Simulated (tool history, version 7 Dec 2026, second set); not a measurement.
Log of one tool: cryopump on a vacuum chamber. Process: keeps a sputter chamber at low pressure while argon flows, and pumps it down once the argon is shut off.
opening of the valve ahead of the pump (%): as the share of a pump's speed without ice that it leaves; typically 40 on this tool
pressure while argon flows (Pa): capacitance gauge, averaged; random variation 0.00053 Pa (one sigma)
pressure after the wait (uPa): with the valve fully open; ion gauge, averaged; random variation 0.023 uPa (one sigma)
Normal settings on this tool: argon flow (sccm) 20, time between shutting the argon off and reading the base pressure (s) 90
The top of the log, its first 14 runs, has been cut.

run	hour	argon flow (sccm)	time between shutting the argon off and reading the base pressure (s)	opening of the valve ahead of the pump (%)	hours of work since the pump was warmed up and emptied	hours of work since the cold head was overhauled	hours of work since the chamber's fittings were tightened	pressure while argon flows (Pa)	pressure after the wait (uPa)
15	155	20	90	40	106	106	1536	0.0423	0.95
16	164.7	20	90	40	111	111	1541	0.042	0.92
17	173.6	20	90	40	116	116	1546	0.0421	0.93
18	180.5	20	32	29	120	120	1550	0.0584	2.14
19	190.8	20	32	29	125	125	1555	0.0572	2.11
20	197.8	20	32	29	129	129	1559	0.0577	2.16
21	210.6	23	24	20	136	136	1566	0.0946	2.69
22	226.4	20	66	56	144	144	1574	0.0301	1.19
23	242.4	20	56	40	153	153	1583	0.0436	1.36
24	253.8	20	56	40	159	159	1589	0.0417	1.32
25	264	20	56	40	165	165	1595	0.0421	1.35
26	280.6	20	130	40	174	174	1604	0.0424	0.78
27	295	20	130	40	182	182	1612	0.0426	0.79
28	307.5	29	90	16	189	189	1619	0.151	1
29	318.2	8	105	40	194	194	1624	0.0168	0.86
30	332.5	8	89	26	202	202	1632	0.0269	1
31	347	9	70	17	210	210	1640	0.0441	1.11

Consider 4 possible next runs. They are alternatives, not a sequence: every one starts from the tool as it was left by run 31. What does each give?
A	354	14	70	17	214	214	1644	?	?
B	354	18	33	40	214	214	1644	?	?
C	354	31	159	22	214	214	1644	?	?
D	354	18	61	52	214	214	1644	?	?

run	pressure while argon flows (Pa)	pressure after the wait (uPa)
A	0.0682	1.14
B	0.0386	2.09
C	0.1176	0.71
D	0.0306	1.25
Take away the tool's hidden state, keep each run's random variation, and the runs would have read:
run	pressure while argon flows (Pa)	pressure after the wait (uPa)
A	0.0667	0.94
B	0.0367	1.9
C	0.1143	0.52
D	0.0287	1.07

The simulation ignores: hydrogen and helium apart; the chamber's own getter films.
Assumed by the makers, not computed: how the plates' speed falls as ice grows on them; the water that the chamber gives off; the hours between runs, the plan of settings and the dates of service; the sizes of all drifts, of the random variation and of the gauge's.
